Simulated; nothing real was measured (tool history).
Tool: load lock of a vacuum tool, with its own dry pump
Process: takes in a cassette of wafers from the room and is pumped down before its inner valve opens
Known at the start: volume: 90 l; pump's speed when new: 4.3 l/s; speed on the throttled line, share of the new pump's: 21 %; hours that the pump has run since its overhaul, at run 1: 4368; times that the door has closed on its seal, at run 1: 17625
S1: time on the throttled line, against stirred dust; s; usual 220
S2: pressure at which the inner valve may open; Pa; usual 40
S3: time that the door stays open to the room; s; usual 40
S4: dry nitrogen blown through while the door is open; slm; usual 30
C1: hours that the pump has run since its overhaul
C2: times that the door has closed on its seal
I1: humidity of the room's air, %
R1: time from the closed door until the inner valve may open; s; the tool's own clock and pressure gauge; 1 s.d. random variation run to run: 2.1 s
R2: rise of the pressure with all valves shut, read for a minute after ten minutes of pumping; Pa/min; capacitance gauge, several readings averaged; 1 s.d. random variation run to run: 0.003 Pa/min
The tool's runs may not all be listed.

{"run": 1, "hour": 0.0, "S1": 220, "S2": 40, "S3": 40, "S4": 30, "C1": 4368, "C2": 17625, "I1": 46, "R1": 343.1, "R2": 0.05}
{"run": 2, "hour": 107.0, "S1": 169, "S2": 40, "S3": 40, "S4": 30, "C1": 4475, "C2": 17881, "I1": 44.5, "R1": 302.7, "R2": 0.049}
{"run": 3, "hour": 158.4, "S1": 220, "S2": 40, "S3": 40, "S4": 30, "C1": 4527, "C2": 18004, "I1": 44.8, "R1": 344.2, "R2": 0.052}
{"run": 4, "hour": 215.3, "S1": 220, "S2": 40, "S3": 40, "S4": 30, "C1": 4584, "C2": 18140, "I1": 47.9, "R1": 340.5, "R2": 0.051}
{"run": 5, "hour": 291.9, "S1": 220, "S2": 40, "S3": 40, "S4": 30, "C1": 4660, "C2": 18324, "I1": 45, "R1": 343.7, "R2": 0.055}
{"run": 6, "hour": 356.8, "S1": 220, "S2": 40, "S3": 40, "S4": 30, "C1": 4725, "C2": 18479, "I1": 45.6, "R1": 343.7, "R2": 0.051}
{"run": 7, "hour": 426.6, "S1": 220, "S2": 40, "S3": 40, "S4": 30, "C1": 4795, "C2": 18646, "I1": 43.6, "R1": 342.1, "R2": 0.062}
{"run": 8, "hour": 525.4, "S1": 220, "S2": 40, "S3": 40, "S4": 15, "C1": 4894, "C2": 18882, "I1": 45, "R1": 346.3, "R2": 0.059}
{"run": 9, "hour": 630.9, "S1": 220, "S2": 40, "S3": 40, "S4": 15, "C1": 4999, "C2": 19135, "I1": 41.2, "R1": 342, "R2": 0.056}
{"run": 10, "hour": 712.0, "S1": 220, "S2": 40, "S3": 40, "S4": 15, "C1": 5080, "C2": 19329, "I1": 45.3, "R1": 343.3, "R2": 0.065}
{"run": 11, "hour": 820.5, "S1": 220, "S2": 45, "S3": 40, "S4": 30, "C1": 5189, "C2": 19589, "I1": 43.9, "R1": 341.1, "R2": 0.056}
{"run": 12, "hour": 894.2, "S1": 220, "S2": 45, "S3": 40, "S4": 30, "C1": 5263, "C2": 19765, "I1": 43.9, "R1": 340.2, "R2": 0.055}
{"run": 13, "hour": 972.6, "S1": 220, "S2": 54, "S3": 40, "S4": 40, "C1": 5341, "C2": 19953, "I1": 43.8, "R1": 335.9, "R2": 0.056}
{"run": 14, "hour": 1059.1, "S1": 220, "S2": 54, "S3": 166, "S4": 40, "C1": 5427, "C2": 20160, "I1": 46.1, "R1": 334.8, "R2": 0.067}
{"run": 15, "hour": 1104.8, "S1": 220, "S2": 54, "S3": 166, "S4": 40, "C1": 5473, "C2": 20269, "I1": 47.4, "R1": 341.6, "R2": 0.075}
{"run": 16, "hour": 1188.0, "S1": 248, "S2": 28, "S3": 164, "S4": 7, "C1": 5556, "C2": 20468, "I1": 44.1, "R1": 377.3, "R2": 0.1}
{"run": 17, "hour": 1259.5, "S1": 288, "S2": 29, "S3": 164, "S4": 7, "C1": 5628, "C2": 20639, "I1": 42.8, "R1": 409.9, "R2": 0.099}
{"run": 18, "hour": 1360.1, "S1": 288, "S2": 29, "S3": 164, "S4": 7, "C1": 5728, "C2": 20880, "I1": 47, "R1": 403.1, "R2": 0.1}
{"run": 19, "hour": 1416.4, "S1": 379, "S2": 29, "S3": 30, "S4": 28, "C1": 5785, "C2": 21015, "I1": 41.6, "R1": 477.6, "R2": 0.059}
{"run": 20, "hour": 1492.3, "S1": 127, "S2": 30, "S3": 40, "S4": 30, "C1": 5861, "C2": 21196, "I1": 45.7, "R1": 278.1, "R2": 0.064}
{"run": 21, "hour": 1557.2, "S1": 127, "S2": 30, "S3": 40, "S4": 30, "C1": 5925, "C2": 21352, "I1": 46, "R1": 276.3, "R2": 0.062}
{"run": 22, "hour": 1629.6, "S1": 127, "S2": 30, "S3": 129, "S4": 30, "C1": 5998, "C2": 21525, "I1": 45.4, "R1": 277.1, "R2": 0.071}
{"run": 23, "hour": 1738.4, "S1": 127, "S2": 30, "S3": 129, "S4": 30, "C1": 6107, "C2": 21785, "I1": 45.8, "R1": 279.2, "R2": 0.072}

Alternative continuations, all from the tool just after run 23; predict every row:
{"run": "A", "hour": 1798.5, "S1": 220, "S2": 40, "S3": 40, "S4": 28, "C1": 6167, "C2": 21929, "I1": 42.1, "R1": "?", "R2": "?"}
{"run": "B", "hour": 1798.5, "S1": 220, "S2": 33, "S3": 40, "S4": 30, "C1": 6167, "C2": 21929, "I1": 44.8, "R1": "?", "R2": "?"}
{"run": "C", "hour": 1798.5, "S1": 214, "S2": 30, "S3": 129, "S4": 30, "C1": 6167, "C2": 21929, "I1": 43, "R1": "?", "R2": "?"}
{"run": "D", "hour": 1798.5, "S1": 220, "S2": 65, "S3": 40, "S4": 7, "C1": 6167, "C2": 21929, "I1": 42.5, "R1": "?", "R2": "?"}
{"run": "E", "hour": 1798.5, "S1": 127, "S2": 70, "S3": 125, "S4": 30, "C1": 6167, "C2": 21929, "I1": 45.9, "R1": "?", "R2": "?"}

run=A R1=346.2 R2=0.063
run=B R1=348.3 R2=0.058
run=C R1=345.4 R2=0.078
run=D R1=334.6 R2=0.068
run=E R1=261.1 R2=0.076
The same runs, with their run-to-run variation unchanged, on a tool lacking any hidden condition would have given:
run=A R1=339.4 R2=0.006
run=B R1=341.4 R2=0.003
run=C R1=338.3 R2=0.022
run=D R1=328.4 R2=0.012
run=E R1=253.9 R2=0.02
